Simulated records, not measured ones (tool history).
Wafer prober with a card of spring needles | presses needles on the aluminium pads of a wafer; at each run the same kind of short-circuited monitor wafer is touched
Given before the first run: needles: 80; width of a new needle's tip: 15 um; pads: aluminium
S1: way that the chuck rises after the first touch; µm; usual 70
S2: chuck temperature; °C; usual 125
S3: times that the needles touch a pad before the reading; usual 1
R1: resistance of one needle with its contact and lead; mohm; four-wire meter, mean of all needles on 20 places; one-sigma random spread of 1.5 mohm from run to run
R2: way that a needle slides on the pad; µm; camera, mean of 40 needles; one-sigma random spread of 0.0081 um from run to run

{"run": 1, "day": 0.0, "S1": 70, "S2": 125, "S3": 1, "R1": 144, "R2": 14.898}
{"day": 0.121, "done": "tips cleaned on abrasive film"}
{"day": 0.704, "done": "tips cleaned on abrasive film"}
{"day": 1.275, "done": "tips cleaned on abrasive film"}
{"day": 1.796, "done": "tips cleaned on abrasive film"}
{"run": 2, "day": 1.796, "S1": 70, "S2": 125, "S3": 1, "R1": 144, "R2": 14.919}
{"day": 2.262, "done": "tips cleaned on abrasive film"}
{"day": 2.842, "done": "tips cleaned on abrasive film"}
{"day": 3.425, "done": "tips cleaned on abrasive film"}
{"day": 3.554, "done": "height of the first contact set anew"}
{"run": 3, "day": 3.646, "S1": 70, "S2": 125, "S3": 1, "R1": 142, "R2": 14.922}
{"day": 3.988, "done": "tips cleaned on abrasive film"}
{"day": 4.458, "done": "tips cleaned on abrasive film"}
{"day": 5.038, "done": "tips cleaned on abrasive film"}
{"run": 4, "day": 5.196, "S1": 70, "S2": 125, "S3": 1, "R1": 145, "R2": 14.921}
{"day": 5.55, "done": "tips cleaned on abrasive film"}
{"day": 6.108, "done": "tips cleaned on abrasive film"}
{"day": 6.692, "done": "tips cleaned on abrasive film"}
{"run": 5, "day": 7.088, "S1": 70, "S2": 125, "S3": 1, "R1": 145, "R2": 14.939}
{"day": 7.208, "done": "tips cleaned on abrasive film"}
{"day": 7.779, "done": "tips cleaned on abrasive film"}
{"day": 7.892, "done": "height of the first contact set anew"}
{"day": 8.358, "done": "tips cleaned on abrasive film"}
{"day": 8.829, "done": "tips cleaned on abrasive film"}
{"run": 6, "day": 9.05, "S1": 70, "S2": 125, "S3": 1, "R1": 145, "R2": 14.943}
{"day": 9.388, "done": "tips cleaned on abrasive film"}
{"day": 9.858, "done": "tips cleaned on abrasive film"}
{"day": 10.442, "done": "tips cleaned on abrasive film"}
{"day": 11.025, "done": "tips cleaned on abrasive film"}
{"run": 7, "day": 11.229, "S1": 70, "S2": 125, "S3": 2, "R1": 144, "R2": 14.935}
{"day": 11.583, "done": "tips cleaned on abrasive film"}
{"day": 12.167, "done": "tips cleaned on abrasive film"}
{"day": 12.179, "done": "height of the first contact set anew"}
{"run": 8, "day": 12.442, "S1": 70, "S2": 40, "S3": 1, "R1": 136, "R2": 14.947}
{"day": 12.679, "done": "tips cleaned on abrasive film"}
{"day": 13.25, "done": "tips cleaned on abrasive film"}
{"run": 9, "day": 13.7, "S1": 70, "S2": 125, "S3": 3, "R1": 144, "R2": 14.942}
{"day": 13.821, "done": "tips cleaned on abrasive film"}
{"day": 14.408, "done": "tips cleaned on abrasive film"}
{"run": 10, "day": 14.704, "S1": 70, "S2": 125, "S3": 1, "R1": 144, "R2": 14.97}
{"day": 14.938, "done": "tips cleaned on abrasive film"}
{"day": 15.521, "done": "tips cleaned on abrasive film"}
{"day": 16.083, "done": "tips cleaned on abrasive film"}
{"day": 16.442, "done": "height of the first contact set anew"}
{"day": 16.629, "done": "tips cleaned on abrasive film"}
{"run": 11, "day": 16.629, "S1": 70, "S2": 125, "S3": 1, "R1": 145, "R2": 14.977}
{"day": 17.096, "done": "tips cleaned on abrasive film"}
{"day": 17.683, "done": "tips cleaned on abrasive film"}
{"day": 18.267, "done": "tips cleaned on abrasive film"}
{"day": 18.854, "done": "tips cleaned on abrasive film"}
{"run": 12, "day": 19.008, "S1": 70, "S2": 125, "S3": 1, "R1": 146, "R2": 14.983}
{"day": 19.358, "done": "tips cleaned on abrasive film"}
{"day": 19.829, "done": "tips cleaned on abrasive film"}
{"day": 20.4, "done": "tips cleaned on abrasive film"}
{"day": 20.762, "done": "height of the first contact set anew"}
{"day": 20.912, "done": "tips cleaned on abrasive film"}
{"run": 13, "day": 20.912, "S1": 85, "S2": 31, "S3": 1, "R1": 133, "R2": 18.197}
{"day": 21.488, "done": "tips cleaned on abrasive film"}
{"day": 22.071, "done": "tips cleaned on abrasive film"}
{"day": 22.638, "done": "tips cleaned on abrasive film"}
{"run": 14, "day": 22.638, "S1": 67, "S2": 29, "S3": 1, "R1": 131, "R2": 14.34}
{"day": 23.221, "done": "tips cleaned on abrasive film"}
{"day": 23.804, "done": "tips cleaned on abrasive film"}
{"day": 24.392, "done": "tips cleaned on abrasive film"}
{"day": 24.971, "done": "tips cleaned on abrasive film"}
{"day": 25.071, "done": "height of the first contact set anew"}
{"run": 15, "day": 25.071, "S1": 75, "S2": 29, "S3": 1, "R1": 132, "R2": 16.09}
{"day": 25.521, "done": "tips cleaned on abrasive film"}
{"day": 26.108, "done": "tips cleaned on abrasive film"}
{"day": 26.654, "done": "tips cleaned on abrasive film"}
{"day": 27.225, "done": "tips cleaned on abrasive film"}
{"run": 16, "day": 27.504, "S1": 75, "S2": 29, "S3": 1, "R1": 131, "R2": 16.093}
{"day": 27.742, "done": "tips cleaned on abrasive film"}
{"day": 28.325, "done": "tips cleaned on abrasive film"}
{"day": 28.908, "done": "tips cleaned on abrasive film"}
{"day": 29.379, "done": "tips cleaned on abrasive film"}
{"day": 29.392, "done": "height of the first contact set anew"}
{"run": 17, "day": 29.762, "S1": 75, "S2": 29, "S3": 1, "R1": 129, "R2": 16.093}
{"day": 29.883, "done": "tips cleaned on abrasive film"}
{"day": 30.462, "done": "tips cleaned on abrasive film"}
{"day": 31.042, "done": "tips cleaned on abrasive film"}
{"day": 31.625, "done": "tips cleaned on abrasive film"}
{"run": 18, "day": 31.746, "S1": 61, "S2": 96, "S3": 2, "R1": 141, "R2": 13.103}
{"day": 32.1, "done": "tips cleaned on abrasive film"}
{"day": 32.675, "done": "tips cleaned on abrasive film"}
{"run": 19, "day": 32.821, "S1": 61, "S2": 96, "S3": 2, "R1": 142, "R2": 13.102}
{"day": 33.162, "done": "tips cleaned on abrasive film"}
{"day": 33.738, "done": "tips cleaned on abrasive film"}
{"day": 33.75, "done": "height of the first contact set anew"}
{"day": 34.333, "done": "tips cleaned on abrasive film"}
{"run": 20, "day": 34.383, "S1": 61, "S2": 96, "S3": 2, "R1": 142, "R2": 13.089}
{"day": 34.842, "done": "tips cleaned on abrasive film"}
{"day": 35.425, "done": "tips cleaned on abrasive film"}
{"run": 21, "day": 35.579, "S1": 71, "S2": 101, "S3": 1, "R1": 143, "R2": 15.25}
{"day": 35.929, "done": "tips cleaned on abrasive film"}
{"day": 36.5, "done": "tips cleaned on abrasive film"}
{"day": 37.083, "done": "tips cleaned on abrasive film"}
{"day": 37.667, "done": "tips cleaned on abrasive film"}
{"run": 22, "day": 37.742, "S1": 62, "S2": 70, "S3": 1, "R1": 137, "R2": 13.325}
{"day": 38.1, "done": "height of the first contact set anew"}
{"day": 38.221, "done": "tips cleaned on abrasive film"}
{"day": 38.692, "done": "tips cleaned on abrasive film"}
{"day": 39.275, "done": "tips cleaned on abrasive film"}
{"day": 39.846, "done": "tips cleaned on abrasive film"}
{"run": 23, "day": 39.958, "S1": 62, "S2": 70, "S3": 1, "R1": 139, "R2": 13.334}
{"day": 40.417, "done": "tips cleaned on abrasive film"}
{"day": 40.983, "done": "tips cleaned on abrasive film"}
{"day": 41.562, "done": "tips cleaned on abrasive film"}
{"day": 42.146, "done": "tips cleaned on abrasive film"}
{"day": 42.383, "done": "height of the first contact set anew"}
{"run": 24, "day": 42.396, "S1": 78, "S2": 70, "S3": 2, "R1": 135, "R2": 16.779}

Some steps in R2 between neighbouring runs. How much of each would the tool show without its hidden state too (settings, what came in, random variation), and how much is left for the hidden state, with any gauge scatter that isn't in both results?
Hidden conditions of the tool in this case: debris on the tips, nm; way that the needles fall short of the set height, um; tips' diameter, um; drift of the gauge itself on contact_mohm, %; drift of the gauge itself on scrub_um, %.
Run 12 -> 13: S1 70 -> 85, S2 125 -> 31, tips cleaned on abrasive film, tips cleaned on abrasive film, tips cleaned on abrasive film, height of the first contact set anew, tips cleaned on abrasive film. R2 +3.214 µm: hidden state +0.026, all else +3.188.
Run 13 -> 14: S1 85 -> 67, S2 31 -> 29, tips cleaned on abrasive film, tips cleaned on abrasive film, tips cleaned on abrasive film. R2 -3.857 µm: hidden state -0.015, all else -3.842.
Run 23 -> 24: S1 62 -> 78, S3 1 -> 2, tips cleaned on abrasive film, tips cleaned on abrasive film, tips cleaned on abrasive film, tips cleaned on abrasive film, height of the first contact set anew. R2 +3.445 µm: hidden state +0.047, all else +3.398.
